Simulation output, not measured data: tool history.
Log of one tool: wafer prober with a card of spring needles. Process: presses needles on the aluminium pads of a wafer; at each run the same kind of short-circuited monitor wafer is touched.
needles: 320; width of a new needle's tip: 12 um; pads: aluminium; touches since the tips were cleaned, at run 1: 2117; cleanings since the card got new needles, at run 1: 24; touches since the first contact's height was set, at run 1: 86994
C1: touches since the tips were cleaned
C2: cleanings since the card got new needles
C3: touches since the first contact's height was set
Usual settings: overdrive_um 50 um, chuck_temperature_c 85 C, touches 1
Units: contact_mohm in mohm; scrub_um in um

run 1 hour=0 | overdrive_um=50 chuck_temperature_c=85 touches=1 | C1=2117 C2=24 C3=86994 | contact_mohm=176 scrub_um=8.12
-- hour=3.4 tips cleaned on abrasive film
run 2 hour=8.2 | overdrive_um=55 chuck_temperature_c=85 touches=1 | C1=1260 C2=25 C3=89107 | contact_mohm=170 scrub_um=8.69
run 3 hour=12.9 | overdrive_um=55 chuck_temperature_c=43 touches=1 | C1=2513 C2=25 C3=90360 | contact_mohm=169 scrub_um=8.79
-- hour=15.1 tips cleaned on abrasive film
run 4 hour=18 | overdrive_um=55 chuck_temperature_c=43 touches=1 | C1=750 C2=26 C3=91655 | contact_mohm=161 scrub_um=8.81
-- hour=26.6 tips cleaned on abrasive film
run 5 hour=27.3 | overdrive_um=55 chuck_temperature_c=43 touches=1 | C1=181 C2=27 C3=94074 | contact_mohm=155 scrub_um=8.71
run 6 hour=34.3 | overdrive_um=55 chuck_temperature_c=43 touches=1 | C1=2008 C2=27 C3=95901 | contact_mohm=166 scrub_um=8.89
-- hour=38.6 tips cleaned on abrasive film
run 7 hour=40.3 | overdrive_um=55 chuck_temperature_c=43 touches=1 | C1=445 C2=28 C3=97443 | contact_mohm=158 scrub_um=8.65
run 8 hour=47.9 | overdrive_um=55 chuck_temperature_c=43 touches=1 | C1=2444 C2=28 C3=99442 | contact_mohm=169 scrub_um=8.76
-- hour=50.3 tips cleaned on abrasive film
run 9 hour=56.4 | overdrive_um=55 chuck_temperature_c=43 touches=1 | C1=1608 C2=29 C3=101646 | contact_mohm=161 scrub_um=8.88
-- hour=61.8 tips cleaned on abrasive film
run 10 hour=63.9 | overdrive_um=50 chuck_temperature_c=85 touches=1 | C1=547 C2=30 C3=103573 | contact_mohm=165 scrub_um=7.8
run 11 hour=72 | overdrive_um=50 chuck_temperature_c=85 touches=1 | C1=2679 C2=30 C3=105705 | contact_mohm=181 scrub_um=7.9
-- hour=73.6 tips cleaned on abrasive film
run 12 hour=80 | overdrive_um=50 chuck_temperature_c=85 touches=1 | C1=1668 C2=31 C3=107771 | contact_mohm=174 scrub_um=7.96
-- hour=85.4 tips cleaned on abrasive film
run 13 hour=88.8 | overdrive_um=50 chuck_temperature_c=85 touches=1 | C1=888 C2=32 C3=110058 | contact_mohm=173 scrub_um=8.01
-- hour=96.8 tips cleaned on abrasive film
run 14 hour=97.3 | overdrive_um=50 chuck_temperature_c=85 touches=1 | C1=133 C2=33 C3=112259 | contact_mohm=165 scrub_um=7.9
run 15 hour=101.6 | overdrive_um=70 chuck_temperature_c=85 touches=1 | C1=1255 C2=33 C3=113381 | contact_mohm=167 scrub_um=11.26
-- hour=108.2 tips cleaned on abrasive film
run 16 hour=109 | overdrive_um=70 chuck_temperature_c=85 touches=1 | C1=202 C2=34 C3=115296 | contact_mohm=158 scrub_um=11.13
run 17 hour=113 | overdrive_um=50 chuck_temperature_c=85 touches=3 | C1=1248 C2=34 C3=116342 | contact_mohm=164 scrub_um=7.75
run 18 hour=118.7 | overdrive_um=50 chuck_temperature_c=85 touches=3 | C1=2749 C2=34 C3=117843 | contact_mohm=167 scrub_um=8.06
-- hour=120 tips cleaned on abrasive film
run 19 hour=127.7 | overdrive_um=50 chuck_temperature_c=42 touches=2 | C1=2008 C2=35 C3=120164 | contact_mohm=164 scrub_um=7.92
-- hour=131.6 tips cleaned on abrasive film
run 20 hour=136.2 | overdrive_um=55 chuck_temperature_c=43 touches=2 | C1=1206 C2=36 C3=122371 | contact_mohm=161 scrub_um=8.67
-- hour=143.6 tips cleaned on abrasive film
run 21 hour=144.3 | overdrive_um=47 chuck_temperature_c=37 touches=1 | C1=181 C2=37 C3=124480 | contact_mohm=157 scrub_um=7.35
run 22 hour=148.9 | overdrive_um=32 chuck_temperature_c=85 touches=1 | C1=1373 C2=37 C3=125672 | contact_mohm=197 scrub_um=4.95
-- hour=155.8 tips cleaned on abrasive film
run 23 hour=156.7 | overdrive_um=38 chuck_temperature_c=37 touches=2 | C1=244 C2=38 C3=127701 | contact_mohm=162 scrub_um=5.82
run 24 hour=164.3 | overdrive_um=38 chuck_temperature_c=92 touches=1 | C1=2224 C2=38 C3=129681 | contact_mohm=194 scrub_um=5.76
-- hour=167.3 tips cleaned on abrasive film
run 25 hour=170.9 | overdrive_um=38 chuck_temperature_c=92 touches=2 | C1=950 C2=39 C3=131384 | contact_mohm=175 scrub_um=5.69
run 26 hour=177.8 | overdrive_um=38 chuck_temperature_c=92 touches=2 | C1=2760 C2=39 C3=133194 | contact_mohm=187 scrub_um=5.78
-- hour=178.6 tips cleaned on abrasive film
run 27 hour=183.5 | overdrive_um=38 chuck_temperature_c=92 touches=2 | C1=1292 C2=40 C3=134674 | contact_mohm=180 scrub_um=5.78
run 28 hour=189.4 | overdrive_um=38 chuck_temperature_c=92 touches=2 | C1=2842 C2=40 C3=136224 | contact_mohm=185 scrub_um=5.82
-- hour=190 tips cleaned on abrasive film
run 29 hour=196.8 | overdrive_um=65 chuck_temperature_c=47 touches=2 | C1=1769 C2=41 C3=138122 | contact_mohm=157 scrub_um=10.18
-- hour=201.4 tips cleaned on abrasive film
run 30 hour=203.7 | overdrive_um=65 chuck_temperature_c=47 touches=1 | C1=605 C2=42 C3=139910 | contact_mohm=158 scrub_um=10.33
run 31 hour=208 | overdrive_um=53 chuck_temperature_c=78 touches=1 | C1=1721 C2=42 C3=141026 | contact_mohm=174 scrub_um=8.17
-- hour=213.3 tips cleaned on abrasive film
run 32 hour=214.6 | overdrive_um=53 chuck_temperature_c=105 touches=2 | C1=328 C2=43 C3=142728 | contact_mohm=164 scrub_um=8.23
run 33 hour=223.5 | overdrive_um=50 chuck_temperature_c=85 touches=1 | C1=2676 C2=43 C3=145076 | contact_mohm=183 scrub_um=7.72
-- hour=225.2 tips cleaned on abrasive film
run 34 hour=230.3 | overdrive_um=50 chuck_temperature_c=85 touches=1 | C1=1340 C2=44 C3=146837 | contact_mohm=179 scrub_um=7.66
run 35 hour=234.6 | overdrive_um=33 chuck_temperature_c=50 touches=2 | C1=2470 C2=44 C3=147967 | contact_mohm=191 scrub_um=4.86

How the hidden state differs across the entries between the runs, from the last listed run before each to the first after it:
Between runs 1 and 2: tips cleaned on abrasive film (hour 3.4)
  debris on the tips, nm: 46 -> 34; way that the needles fall short of the set height, um: 1.95 -> 2.04; tips' diameter, um: 12.68 -> 12.71
  measured less the result without the state, contact_mohm: +16 -> +10 mohm; scrub_um: -0.33 -> -0.34 um
Between runs 3 and 4: tips cleaned on abrasive film (hour 15.1)
  debris on the tips, nm: 50.7 -> 26.5; way that the needles fall short of the set height, um: 2.04 -> 2.15; tips' diameter, um: 12.71 -> 12.75
  measured less the result without the state, contact_mohm: +16 -> +9 mohm; scrub_um: -0.34 -> -0.35 um
Between runs 4 and 5: tips cleaned on abrasive film (hour 26.6)
  debris on the tips, nm: 26.5 -> 10.2; way that the needles fall short of the set height, um: 2.15 -> 2.21; tips' diameter, um: 12.75 -> 12.77
  measured less the result without the state, contact_mohm: +9 -> +3 mohm; scrub_um: -0.35 -> -0.36 um
Between runs 6 and 7: tips cleaned on abrasive film (hour 38.6)
  debris on the tips, nm: 45.6 -> 16.9; way that the needles fall short of the set height, um: 2.21 -> 2.3; tips' diameter, um: 12.77 -> 12.81
  measured less the result without the state, contact_mohm: +14 -> +5 mohm; scrub_um: -0.37 -> -0.38 um
Between runs 8 and 9: tips cleaned on abrasive film (hour 50.3)
  debris on the tips, nm: 50.2 -> 38.2; way that the needles fall short of the set height, um: 2.3 -> 2.39; tips' diameter, um: 12.81 -> 12.84
  measured less the result without the state, contact_mohm: +16 -> +12 mohm; scrub_um: -0.38 -> -0.4 um
Between runs 9 and 10: tips cleaned on abrasive film (hour 61.8)
  debris on the tips, nm: 38.2 -> 20.2; way that the needles fall short of the set height, um: 2.39 -> 2.49; tips' diameter, um: 12.84 -> 12.87
  measured less the result without the state, contact_mohm: +12 -> +8 mohm; scrub_um: -0.4 -> -0.41 um
Between runs 11 and 12: tips cleaned on abrasive film (hour 73.6)
  debris on the tips, nm: 53.6 -> 41.5; way that the needles fall short of the set height, um: 2.49 -> 2.57; tips' diameter, um: 12.87 -> 12.9
  measured less the result without the state, contact_mohm: +19 -> +15 mohm; scrub_um: -0.41 -> -0.43 um
Between runs 12 and 13: tips cleaned on abrasive film (hour 85.4)
  debris on the tips, nm: 41.5 -> 30.6; way that the needles fall short of the set height, um: 2.57 -> 2.64; tips' diameter, um: 12.9 -> 12.92
  measured less the result without the state, contact_mohm: +15 -> +11 mohm; scrub_um: -0.43 -> -0.45 um
Between runs 13 and 14: tips cleaned on abrasive film (hour 96.8)
  debris on the tips, nm: 30.6 -> 8.2; way that the needles fall short of the set height, um: 2.64 -> 2.72; tips' diameter, um: 12.92 -> 12.95
  measured less the result without the state, contact_mohm: +11 -> +4 mohm; scrub_um: -0.45 -> -0.45 um
Between runs 15 and 16: tips cleaned on abrasive film (hour 108.2)
  debris on the tips, nm: 33.5 -> 10.2; way that the needles fall short of the set height, um: 2.72 -> 2.8; tips' diameter, um: 12.95 -> 12.98
  measured less the result without the state, contact_mohm: +8 -> +2 mohm; scrub_um: -0.45 -> -0.47 um
Between runs 18 and 19: tips cleaned on abrasive film (hour 120)
  debris on the tips, nm: 53.3 -> 46; way that the needles fall short of the set height, um: 2.8 -> 2.87; tips' diameter, um: 12.98 -> 13
  measured less the result without the state, contact_mohm: +8 -> +11 mohm; scrub_um: -0.47 -> -0.47 um
Between runs 19 and 20: tips cleaned on abrasive film (hour 131.6)
  debris on the tips, nm: 46 -> 33.7; way that the needles fall short of the set height, um: 2.87 -> 2.95; tips' diameter, um: 13 -> 13.03
  measured less the result without the state, contact_mohm: +11 -> +8 mohm; scrub_um: -0.47 -> -0.49 um
Between runs 20 and 21: tips cleaned on abrasive film (hour 143.6)
  debris on the tips, nm: 33.7 -> 10.2; way that the needles fall short of the set height, um: 2.95 -> 3.01; tips' diameter, um: 13.03 -> 13.05
  measured less the result without the state, contact_mohm: +8 -> +5 mohm; scrub_um: -0.49 -> -0.51 um
Between runs 22 and 23: tips cleaned on abrasive film (hour 155.8)
  debris on the tips, nm: 36 -> 12.4; way that the needles fall short of the set height, um: 3.01 -> 3.11; tips' diameter, um: 13.05 -> 13.09
  measured less the result without the state, contact_mohm: +33 -> +7 mohm; scrub_um: -0.5 -> -0.52 um
Between runs 24 and 25: tips cleaned on abrasive film (hour 167.3)
  debris on the tips, nm: 47.7 -> 28.6; way that the needles fall short of the set height, um: 3.11 -> 3.18; tips' diameter, um: 13.09 -> 13.11
  measured less the result without the state, contact_mohm: +31 -> +13 mohm; scrub_um: -0.51 -> -0.52 um
Between runs 26 and 27: tips cleaned on abrasive film (hour 178.6)
  debris on the tips, nm: 52.8 -> 37.8; way that the needles fall short of the set height, um: 3.18 -> 3.27; tips' diameter, um: 13.11 -> 13.14
  measured less the result without the state, contact_mohm: +21 -> +16 mohm; scrub_um: -0.53 -> -0.54 um
Between runs 28 and 29: tips cleaned on abrasive film (hour 190)
  debris on the tips, nm: 55.8 -> 41.5; way that the needles fall short of the set height, um: 3.27 -> 3.35; tips' diameter, um: 13.14 -> 13.17
  measured less the result without the state, contact_mohm: +23 -> +6 mohm; scrub_um: -0.55 -> -0.55 um
Between runs 29 and 30: tips cleaned on abrasive film (hour 201.4)
  debris on the tips, nm: 41.5 -> 24.5; way that the needles fall short of the set height, um: 3.35 -> 3.43; tips' diameter, um: 13.17 -> 13.2
  measured less the result without the state, contact_mohm: +6 -> +6 mohm; scrub_um: -0.55 -> -0.57 um
Between runs 31 and 32: tips cleaned on abrasive film (hour 213.3)
  debris on the tips, nm: 43.4 -> 15.1; way that the needles fall short of the set height, um: 3.43 -> 3.52; tips' diameter, um: 13.2 -> 13.23
  measured less the result without the state, contact_mohm: +15 -> +3 mohm; scrub_um: -0.56 -> -0.59 um
Between runs 33 and 34: tips cleaned on abrasive film (hour 225.2)
  debris on the tips, nm: 53.5 -> 37.4; way that the needles fall short of the set height, um: 3.52 -> 3.63; tips' diameter, um: 13.23 -> 13.27
  measured less the result without the state, contact_mohm: +22 -> +16 mohm; scrub_um: -0.59 -> -0.6 um
